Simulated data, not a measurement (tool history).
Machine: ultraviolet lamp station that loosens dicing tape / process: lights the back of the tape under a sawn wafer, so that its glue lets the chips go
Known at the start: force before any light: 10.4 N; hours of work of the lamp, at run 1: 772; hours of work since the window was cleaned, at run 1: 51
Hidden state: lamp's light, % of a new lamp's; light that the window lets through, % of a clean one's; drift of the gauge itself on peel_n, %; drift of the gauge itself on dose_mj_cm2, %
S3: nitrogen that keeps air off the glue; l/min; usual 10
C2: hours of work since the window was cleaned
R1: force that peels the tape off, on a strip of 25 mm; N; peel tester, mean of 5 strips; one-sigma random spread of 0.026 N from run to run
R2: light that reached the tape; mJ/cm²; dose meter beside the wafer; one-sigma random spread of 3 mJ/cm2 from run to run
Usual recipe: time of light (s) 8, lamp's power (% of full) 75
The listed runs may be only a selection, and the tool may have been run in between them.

{"run": 1, "day": 0.0, "time of light (s)": 8, "lamp's power (% of full)": 75, "S3": 10, "hours of work of the lamp": 772, "C2": 51, "R1": 2.282, "R2": 324}
{"run": 2, "day": 1.538, "time of light (s)": 8, "lamp's power (% of full)": 75, "S3": 10, "hours of work of the lamp": 790, "C2": 69, "R1": 2.279, "R2": 322}
{"run": 3, "day": 3.442, "time of light (s)": 8, "lamp's power (% of full)": 75, "S3": 10, "hours of work of the lamp": 813, "C2": 92, "R1": 2.481, "R2": 311}
{"run": 4, "day": 4.762, "time of light (s)": 8, "lamp's power (% of full)": 75, "S3": 10, "hours of work of the lamp": 829, "C2": 108, "R1": 2.451, "R2": 305}
{"run": 5, "day": 6.75, "time of light (s)": 8, "lamp's power (% of full)": 75, "S3": 19, "hours of work of the lamp": 852, "C2": 131, "R1": 2.198, "R2": 296}
{"run": 6, "day": 7.696, "time of light (s)": 8, "lamp's power (% of full)": 75, "S3": 19, "hours of work of the lamp": 863, "C2": 143, "R1": 2.286, "R2": 290}
{"run": 7, "day": 9.517, "time of light (s)": 8, "lamp's power (% of full)": 75, "S3": 19, "hours of work of the lamp": 885, "C2": 164, "R1": 2.424, "R2": 283}
{"run": 8, "day": 10.4, "time of light (s)": 8, "lamp's power (% of full)": 75, "S3": 19, "hours of work of the lamp": 896, "C2": 175, "R1": 2.434, "R2": 282}
{"run": 9, "day": 12.158, "time of light (s)": 8, "lamp's power (% of full)": 75, "S3": 19, "hours of work of the lamp": 916, "C2": 196, "R1": 2.601, "R2": 273}
{"day": 13.283, "done": "window cleaned of glue's vapour"}
{"run": 10, "day": 14.179, "time of light (s)": 13, "lamp's power (% of full)": 75, "S3": 10, "hours of work of the lamp": 940, "C2": 11, "R1": 1.043, "R2": 507}
{"run": 11, "day": 15.408, "time of light (s)": 8, "lamp's power (% of full)": 71, "S3": 10, "hours of work of the lamp": 955, "C2": 25, "R1": 2.677, "R2": 286}
{"run": 12, "day": 17.396, "time of light (s)": 8, "lamp's power (% of full)": 69, "S3": 10, "hours of work of the lamp": 978, "C2": 49, "R1": 2.929, "R2": 272}
{"run": 13, "day": 18.692, "time of light (s)": 8, "lamp's power (% of full)": 69, "S3": 10, "hours of work of the lamp": 994, "C2": 64, "R1": 2.968, "R2": 264}
{"run": 14, "day": 19.875, "time of light (s)": 9, "lamp's power (% of full)": 75, "S3": 10, "hours of work of the lamp": 1008, "C2": 78, "R1": 2.24, "R2": 321}
{"run": 15, "day": 20.812, "time of light (s)": 9, "lamp's power (% of full)": 75, "S3": 10, "hours of work of the lamp": 1019, "C2": 89, "R1": 2.42, "R2": 314}
{"run": 16, "day": 21.821, "time of light (s)": 9, "lamp's power (% of full)": 75, "S3": 10, "hours of work of the lamp": 1031, "C2": 101, "R1": 2.441, "R2": 317}
{"run": 17, "day": 22.808, "time of light (s)": 9, "lamp's power (% of full)": 75, "S3": 10, "hours of work of the lamp": 1043, "C2": 113, "R1": 2.407, "R2": 310}
{"run": 18, "day": 24.633, "time of light (s)": 9, "lamp's power (% of full)": 75, "S3": 10, "hours of work of the lamp": 1064, "C2": 135, "R1": 2.603, "R2": 297}
{"run": 19, "day": 25.767, "time of light (s)": 9, "lamp's power (% of full)": 75, "S3": 10, "hours of work of the lamp": 1078, "C2": 148, "R1": 2.613, "R2": 297}
{"run": 20, "day": 26.721, "time of light (s)": 9, "lamp's power (% of full)": 75, "S3": 10, "hours of work of the lamp": 1089, "C2": 160, "R1": 2.66, "R2": 296}
{"run": 21, "day": 28.117, "time of light (s)": 6, "lamp's power (% of full)": 75, "S3": 10, "hours of work of the lamp": 1106, "C2": 176, "R1": 4.409, "R2": 190}
{"run": 22, "day": 29.204, "time of light (s)": 6, "lamp's power (% of full)": 75, "S3": 10, "hours of work of the lamp": 1119, "C2": 189, "R1": 4.275, "R2": 187}
{"day": 30.779, "done": "window cleaned of glue's vapour"}
{"run": 23, "day": 31.304, "time of light (s)": 6, "lamp's power (% of full)": 75, "S3": 10, "hours of work of the lamp": 1143, "C2": 6, "R1": 3.894, "R2": 209}
{"run": 24, "day": 32.988, "time of light (s)": 9, "lamp's power (% of full)": 70, "S3": 3, "hours of work of the lamp": 1163, "C2": 26, "R1": 3.633, "R2": 290}
{"run": 25, "day": 34.558, "time of light (s)": 7, "lamp's power (% of full)": 61, "S3": 6, "hours of work of the lamp": 1182, "C2": 45, "R1": 4.561, "R2": 188}
{"run": 26, "day": 35.412, "time of light (s)": 8, "lamp's power (% of full)": 68, "S3": 10, "hours of work of the lamp": 1192, "C2": 55, "R1": 3.279, "R2": 237}
{"run": 27, "day": 36.458, "time of light (s)": 8, "lamp's power (% of full)": 68, "S3": 10, "hours of work of the lamp": 1204, "C2": 67, "R1": 3.447, "R2": 235}
{"run": 28, "day": 38.121, "time of light (s)": 11, "lamp's power (% of full)": 79, "S3": 10, "hours of work of the lamp": 1224, "C2": 87, "R1": 1.804, "R2": 367}
{"run": 29, "day": 39.275, "time of light (s)": 9, "lamp's power (% of full)": 61, "S3": 6, "hours of work of the lamp": 1238, "C2": 101, "R1": 4.022, "R2": 228}
{"run": 30, "day": 40.496, "time of light (s)": 8, "lamp's power (% of full)": 83, "S3": 9, "hours of work of the lamp": 1252, "C2": 115, "R1": 3.036, "R2": 269}
{"day": 40.883, "done": "lamp changed"}
{"run": 31, "day": 42.204, "time of light (s)": 8, "lamp's power (% of full)": 83, "S3": 9, "hours of work of the lamp": 16, "C2": 135, "R1": 1.357, "R2": 449}
{"run": 32, "day": 43.554, "time of light (s)": 8, "lamp's power (% of full)": 83, "S3": 9, "hours of work of the lamp": 32, "C2": 151, "R1": 1.462, "R2": 436}
{"run": 33, "day": 44.571, "time of light (s)": 5, "lamp's power (% of full)": 75, "S3": 18, "hours of work of the lamp": 44, "C2": 163, "R1": 2.944, "R2": 246}
{"run": 34, "day": 46.646, "time of light (s)": 8, "lamp's power (% of full)": 79, "S3": 12, "hours of work of the lamp": 68, "C2": 188, "R1": 1.605, "R2": 402}
{"run": 35, "day": 48.221, "time of light (s)": 13, "lamp's power (% of full)": 98, "S3": 19, "hours of work of the lamp": 87, "C2": 207, "R1": 0.33, "R2": 784}
{"day": 48.408, "done": "window cleaned of glue's vapour"}
{"run": 36, "day": 49.667, "time of light (s)": 6, "lamp's power (% of full)": 66, "S3": 10, "hours of work of the lamp": 104, "C2": 15, "R1": 2.782, "R2": 283}
{"run": 37, "day": 51.467, "time of light (s)": 5, "lamp's power (% of full)": 75, "S3": 12, "hours of work of the lamp": 125, "C2": 36, "R1": 2.962, "R2": 264}
{"run": 38, "day": 52.746, "time of light (s)": 5, "lamp's power (% of full)": 75, "S3": 12, "hours of work of the lamp": 141, "C2": 52, "R1": 2.814, "R2": 258}
{"run": 39, "day": 54.592, "time of light (s)": 8, "lamp's power (% of full)": 89, "S3": 10, "hours of work of the lamp": 162, "C2": 73, "R1": 1.172, "R2": 475}
{"run": 40, "day": 55.75, "time of light (s)": 8, "lamp's power (% of full)": 89, "S3": 10, "hours of work of the lamp": 176, "C2": 87, "R1": 1.224, "R2": 468}
{"run": 41, "day": 57.496, "time of light (s)": 8, "lamp's power (% of full)": 75, "S3": 10, "hours of work of the lamp": 197, "C2": 108, "R1": 1.708, "R2": 387}
{"run": 42, "day": 58.683, "time of light (s)": 8, "lamp's power (% of full)": 75, "S3": 10, "hours of work of the lamp": 211, "C2": 122, "R1": 1.798, "R2": 378}
{"run": 43, "day": 59.7, "time of light (s)": 8, "lamp's power (% of full)": 85, "S3": 5, "hours of work of the lamp": 223, "C2": 134, "R1": 1.894, "R2": 427}

Branching from run 43: 4 alternative next runs. What would each branch give?
{"run": "A", "day": 60.612, "time of light (s)": 5, "lamp's power (% of full)": 75, "S3": 9, "hours of work of the lamp": 234, "C2": 145, "R1": "?", "R2": "?"}
{"run": "B", "day": 60.612, "time of light (s)": 6, "lamp's power (% of full)": 92, "S3": 4, "hours of work of the lamp": 234, "C2": 145, "R1": "?", "R2": "?"}
{"run": "C", "day": 60.612, "time of light (s)": 8, "lamp's power (% of full)": 91, "S3": 10, "hours of work of the lamp": 234, "C2": 145, "R1": "?", "R2": "?"}
{"run": "D", "day": 60.612, "time of light (s)": 11, "lamp's power (% of full)": 97, "S3": 6, "hours of work of the lamp": 234, "C2": 145, "R1": "?", "R2": "?"}

run=A R1=3.563 R2=233
run=B R1=2.709 R2=341
run=C R1=1.318 R2=450
run=D R1=0.768 R2=662
Had the tool no hidden state, the same runs would have come out as:
run=A R1=2.825 R2=285
run=B R1=2.043 R2=417
run=C R1=0.875 R2=550
run=D R1=0.494 R2=808

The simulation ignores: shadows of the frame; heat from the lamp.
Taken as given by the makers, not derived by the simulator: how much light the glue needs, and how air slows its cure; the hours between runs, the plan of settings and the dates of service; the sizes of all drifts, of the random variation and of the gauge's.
